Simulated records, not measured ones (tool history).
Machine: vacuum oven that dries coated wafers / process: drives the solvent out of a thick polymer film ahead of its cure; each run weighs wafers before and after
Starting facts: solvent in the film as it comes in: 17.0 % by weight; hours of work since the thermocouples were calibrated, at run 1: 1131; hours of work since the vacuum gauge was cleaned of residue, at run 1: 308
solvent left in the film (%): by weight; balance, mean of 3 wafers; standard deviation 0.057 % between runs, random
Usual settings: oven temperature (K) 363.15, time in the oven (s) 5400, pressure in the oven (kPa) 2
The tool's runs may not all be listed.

run   hour  oven temperature (K)  time in the oven (s)  pressure in the oven (kPa)  hours of work since the thermocouples were calibrated  hours of work since the vacuum gauge was cleaned of residue  solvent left in the film (%)
  1      0                363.15                  5400                           2                                                   1131                                                          308                           2.7
  2    8.2                363.15                  5400                           2                                                   1138                                                          314                          2.63
  3   16.4                363.15                  5400                           2                                                   1144                                                          321                           2.7
  4   30.6                363.15                  5400                           2                                                   1155                                                          332                          2.72
  5   43.3                363.15                  5400                           2                                                   1165                                                          342                          2.68
  6   51.2                363.15                  5400                           2                                                   1172                                                          348                          2.66
  7   58.8                363.15                  5400                        7.12                                                   1178                                                          354                          4.46
  8   70.3                363.15                  5400                        7.12                                                   1187                                                          363                          4.42
  9   78.9                363.15                  6480                           2                                                   1194                                                          370                          2.05
 10   90.8                363.15                  6480                           2                                                   1203                                                          380                          2.09
 11   99.3                363.15                  4140                           2                                                   1210                                                          386                          3.74
 12  110.2                363.15                  4140                           2                                                   1218                                                          395                          3.84
 13  121.8                363.15                  4140                           2                                                   1228                                                          404                           3.8
 14  131.5                363.15                  5400                           2                                                   1235                                                          412                          2.61
 15  143.3                363.15                  5400                        1.15                                                   1245                                                          421                          2.39
 16  151.3                363.15                  5400                        1.15                                                   1251                                                          428                          2.47
 17  158.1                357.15                  7020                        2.24                                                   1256                                                          433                          3.56
 18  170.7                376.15                  9540                        6.15                                                   1266                                                          443                          1.52
 19  177.4                377.15                  4920                        7.64                                                   1272                                                          448                             2
 20  189.4                374.15                  4440                           2                                                   1281                                                          458                             1
 21    200                374.15                  4440                           2                                                   1290                                                          466                          0.97
 22  211.6                374.15                  4440                           2                                                   1299                                                          475                          0.99
 23  219.5                374.15                  4440                           2                                                   1305                                                          482                          1.02
 24    232                374.15                  4440                           2                                                   1315                                                          491                          0.99
 25  237.8                355.15                  3060                        2.71                                                   1320                                                          496                          8.14
 26  250.5                363.15                  6120                        6.59                                                   1330                                                          506                          3.97
 27  257.8                363.15                  6120                        6.59                                                   1335                                                          512                          3.94
 28  264.5                363.15                  3660                        5.39                                                   1341                                                          517                          5.36
 29  271.9                363.15                  3660                        5.39                                                   1347                                                          523                          5.36

3 options for the next run, each taken on its own from the tool as it stands now. Forecast them:
  A   278                362.15                  2760                        1.59                                                   1351                                                          528                             ?
  B   278                361.15                  5940                        2.77                                                   1351                                                          528                             ?
  C   278                368.15                  2940                        3.86                                                   1351                                                          528                             ?

run  solvent left in the film (%)
  A                          6.02
  B                          3.23
  C                          4.06
With no hidden state in the tool, these same runs would have given:
run  solvent left in the film (%)
  A                          6.08
  B                          3.28
  C                          4.12
